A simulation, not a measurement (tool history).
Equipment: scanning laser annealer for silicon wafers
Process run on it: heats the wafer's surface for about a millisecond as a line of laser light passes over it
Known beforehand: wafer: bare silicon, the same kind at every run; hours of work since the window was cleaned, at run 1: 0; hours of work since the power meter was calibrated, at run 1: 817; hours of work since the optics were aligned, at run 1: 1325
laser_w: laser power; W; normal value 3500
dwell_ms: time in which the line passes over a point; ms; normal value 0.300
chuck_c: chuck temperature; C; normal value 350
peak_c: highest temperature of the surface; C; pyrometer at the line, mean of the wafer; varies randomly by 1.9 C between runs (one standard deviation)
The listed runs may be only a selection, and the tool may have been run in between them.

run     day  laser_w  dwell_ms  chuck_c  hours of work since the window was cleaned  hours of work since the power meter was calibrated  hours of work since the optics were aligned  peak_c
  1   0.000     3500     0.300      350                                           0                                                 817                                         1325    1179
  2   2.133     3500     0.300      350                                          37                                                 854                                         1363    1172
  3   5.688     3500     0.300      350                                         100                                                 917                                         1425    1166
  4   9.296     3348     0.300      350                                         163                                                 980                                         1489    1120
  5  11.425     3761     0.300      350                                         201                                                1017                                         1526    1219
  6  14.429     3761     0.300      350                                         254                                                1070                                         1579    1211
  7  17.325     3761     0.300      350                                         305                                                1121                                         1630    1202
  8  19.217     3500     0.300      351                                         338                                                1154                                         1663    1134
     20.450  -- window over the wafer cleaned
  9  22.696     3500     0.300      351                                          39                                                1214                                         1723    1175
 10  25.975     3500     0.300      351                                          97                                                1272                                         1780    1162
     26.338  -- optics aligned, line set to its width
 11  28.992     3500     0.300      351                                         147                                                1321                                           47    1174
 12  30.854     3500     0.300      351                                         179                                                1354                                           79    1169
 13  32.696     3500     0.300      351                                         212                                                1386                                          112    1167
 14  35.238     3500     0.300      351                                         256                                                1431                                          156    1159
 15  37.825     3500     0.300      350                                         302                                                1476                                          202    1155
 16  40.071     3500     0.300      350                                         341                                                1516                                          241    1150
     41.025  -- window over the wafer cleaned
 17  42.721     3500     0.300      350                                          30                                                1561                                          286    1183
 18  45.854     3500     0.300      350                                          85                                                1616                                          342    1177
 19  47.950     3274     0.347      319                                         122                                                1653                                          378    1139
 20  49.538     3500     0.279      369                                         150                                                1681                                          406    1158
 21  51.804     3500     0.279      369                                         189                                                1720                                          446    1151
 22  54.050     3500     0.279      369                                         229                                                1760                                          486    1147
 23  57.017     3500     0.347      313                                         281                                                1812                                          538    1177
 24  59.683     3243     0.264      386                                         328                                                1859                                          585    1072
     61.321  -- window over the wafer cleaned
 25  62.612     3524     0.319      383                                          23                                                1909                                          635    1249
 26  65.762     3691     0.322      383                                          78                                                1964                                          690    1290
 27  68.962     3608     0.298      383                                         134                                                2021                                          746    1226
 28  70.925     3608     0.298      383                                         169                                                2055                                          781    1223
 29  73.696     3608     0.298      383                                         218                                                2104                                          829    1214
 30  76.967     3432     0.294      350                                         275                                                2161                                          887    1128
 31  80.167     3432     0.294      350                                         331                                                2217                                          943    1120
     81.608  -- window over the wafer cleaned
 32  82.904     3472     0.247      350                                          23                                                2264                                          990    1095
 33  86.262     3712     0.300      350                                          82                                                2323                                         1049    1231
 34  88.825     3437     0.300      316                                         127                                                2368                                         1094    1121
 35  92.329     3171     0.354      356                                         188                                                2430                                         1155    1152
 36  95.046     3171     0.354      356                                         236                                                2478                                         1203    1143

Pick out some run-to-run changes in peak_c. Of each, how much would a tool without hidden state show as well, from the settings, what came in and chance, and how much is left for the hidden state and any gauge scatter not in both results compared?
Hidden state present: light that passes the window, % of a clean one's; laser's true power over the reading, %; width of the line over the set one, %; drift of the gauge itself on peak_c, C.
Run 8 -> 9: window over the wafer cleaned. peak_c +41 C: hidden state +38, all else +3.
Run 16 -> 17: window over the wafer cleaned. peak_c +33 C: hidden state +34, all else -1.
Run 24 -> 25: laser_w 3243 -> 3524, dwell_ms 0.264 -> 0.319, chuck_c 386 -> 383, window over the wafer cleaned. peak_c +177 C: hidden state +34, all else +143.
Run 31 -> 32: laser_w 3432 -> 3472, dwell_ms 0.294 -> 0.247, window over the wafer cleaned. peak_c -25 C: hidden state +37, all else -62.
Run 32 -> 33: laser_w 3472 -> 3712, dwell_ms 0.247 -> 0.300. peak_c +136 C: hidden state -8, all else +144.
Run 33 -> 34: laser_w 3712 -> 3437, chuck_c 350 -> 316. peak_c -110 C: hidden state -4, all else -106.

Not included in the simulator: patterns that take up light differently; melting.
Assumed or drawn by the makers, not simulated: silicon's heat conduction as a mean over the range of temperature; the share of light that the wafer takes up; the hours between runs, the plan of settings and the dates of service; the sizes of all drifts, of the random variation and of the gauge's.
